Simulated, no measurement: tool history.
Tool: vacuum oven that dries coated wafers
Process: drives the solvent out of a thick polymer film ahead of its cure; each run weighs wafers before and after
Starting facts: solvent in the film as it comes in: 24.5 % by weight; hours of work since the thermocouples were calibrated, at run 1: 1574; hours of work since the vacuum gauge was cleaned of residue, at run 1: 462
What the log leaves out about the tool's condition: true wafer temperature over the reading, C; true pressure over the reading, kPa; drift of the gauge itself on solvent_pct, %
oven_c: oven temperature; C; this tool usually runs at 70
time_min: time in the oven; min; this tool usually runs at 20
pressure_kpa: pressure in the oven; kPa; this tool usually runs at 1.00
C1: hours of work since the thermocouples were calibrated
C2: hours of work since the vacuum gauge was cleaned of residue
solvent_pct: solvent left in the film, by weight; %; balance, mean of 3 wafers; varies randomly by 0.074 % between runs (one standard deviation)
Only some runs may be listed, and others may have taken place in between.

{"run": 1, "hour": 0.0, "oven_c": 70, "time_min": 20, "pressure_kpa": 1.0, "C1": 1574, "C2": 462, "solvent_pct": 6.36}
{"run": 2, "hour": 70.1, "oven_c": 70, "time_min": 20, "pressure_kpa": 1.0, "C1": 1615, "C2": 502, "solvent_pct": 6.44}
{"run": 3, "hour": 111.5, "oven_c": 70, "time_min": 20, "pressure_kpa": 1.0, "C1": 1639, "C2": 526, "solvent_pct": 6.34}
{"run": 4, "hour": 150.2, "oven_c": 70, "time_min": 20, "pressure_kpa": 1.0, "C1": 1661, "C2": 549, "solvent_pct": 6.45}
{"run": 5, "hour": 207.7, "oven_c": 70, "time_min": 20, "pressure_kpa": 1.0, "C1": 1694, "C2": 582, "solvent_pct": 6.53}
{"run": 6, "hour": 255.5, "oven_c": 70, "time_min": 20, "pressure_kpa": 1.0, "C1": 1722, "C2": 610, "solvent_pct": 6.47}
{"hour": 263.9, "done": "oven's thermocouples calibrated"}
{"run": 7, "hour": 327.3, "oven_c": 70, "time_min": 20, "pressure_kpa": 1.0, "C1": 37, "C2": 650, "solvent_pct": 6.87}
{"run": 8, "hour": 394.8, "oven_c": 70, "time_min": 20, "pressure_kpa": 1.0, "C1": 76, "C2": 689, "solvent_pct": 6.81}
{"run": 9, "hour": 449.1, "oven_c": 75, "time_min": 25, "pressure_kpa": 1.7, "C1": 107, "C2": 721, "solvent_pct": 4.44}
{"run": 10, "hour": 519.4, "oven_c": 71, "time_min": 27, "pressure_kpa": 0.61, "C1": 148, "C2": 761, "solvent_pct": 4.11}
{"run": 11, "hour": 572.9, "oven_c": 70, "time_min": 20, "pressure_kpa": 0.55, "C1": 179, "C2": 792, "solvent_pct": 6.45}
{"run": 12, "hour": 627.7, "oven_c": 70, "time_min": 20, "pressure_kpa": 0.55, "C1": 211, "C2": 824, "solvent_pct": 6.26}
{"hour": 642.1, "done": "oven's thermocouples calibrated, once more"}
{"run": 13, "hour": 681.6, "oven_c": 70, "time_min": 13, "pressure_kpa": 2.01, "C1": 23, "C2": 854, "solvent_pct": 9.89}
{"run": 14, "hour": 726.4, "oven_c": 81, "time_min": 18, "pressure_kpa": 0.75, "C1": 49, "C2": 880, "solvent_pct": 2.5}
{"run": 15, "hour": 762.9, "oven_c": 81, "time_min": 18, "pressure_kpa": 0.75, "C1": 70, "C2": 901, "solvent_pct": 2.41}

Predict each of these 5 candidate next runs independently; none follows another, all start after run 15:
{"run": "A", "hour": 813.5, "oven_c": 70, "time_min": 20, "pressure_kpa": 1.6, "C1": 99, "C2": 930, "solvent_pct": "?"}
{"run": "B", "hour": 813.5, "oven_c": 61, "time_min": 11, "pressure_kpa": 2.13, "C1": 99, "C2": 930, "solvent_pct": "?"}
{"run": "C", "hour": 813.5, "oven_c": 70, "time_min": 22, "pressure_kpa": 0.79, "C1": 99, "C2": 930, "solvent_pct": "?"}
{"run": "D", "hour": 813.5, "oven_c": 81, "time_min": 14, "pressure_kpa": 0.75, "C1": 99, "C2": 930, "solvent_pct": "?"}
{"run": "E", "hour": 813.5, "oven_c": 81, "time_min": 11, "pressure_kpa": 0.75, "C1": 99, "C2": 930, "solvent_pct": "?"}

run=A solvent_pct=6.67
run=B solvent_pct=14.99
run=C solvent_pct=5.21
run=D solvent_pct=3.76
run=E solvent_pct=4.98
With the hidden condition removed and each run's random variation left untouched, the same runs would have given:
run=A solvent_pct=6.09
run=B solvent_pct=14.47
run=C solvent_pct=4.63
run=D solvent_pct=3.35
run=E solvent_pct=4.58

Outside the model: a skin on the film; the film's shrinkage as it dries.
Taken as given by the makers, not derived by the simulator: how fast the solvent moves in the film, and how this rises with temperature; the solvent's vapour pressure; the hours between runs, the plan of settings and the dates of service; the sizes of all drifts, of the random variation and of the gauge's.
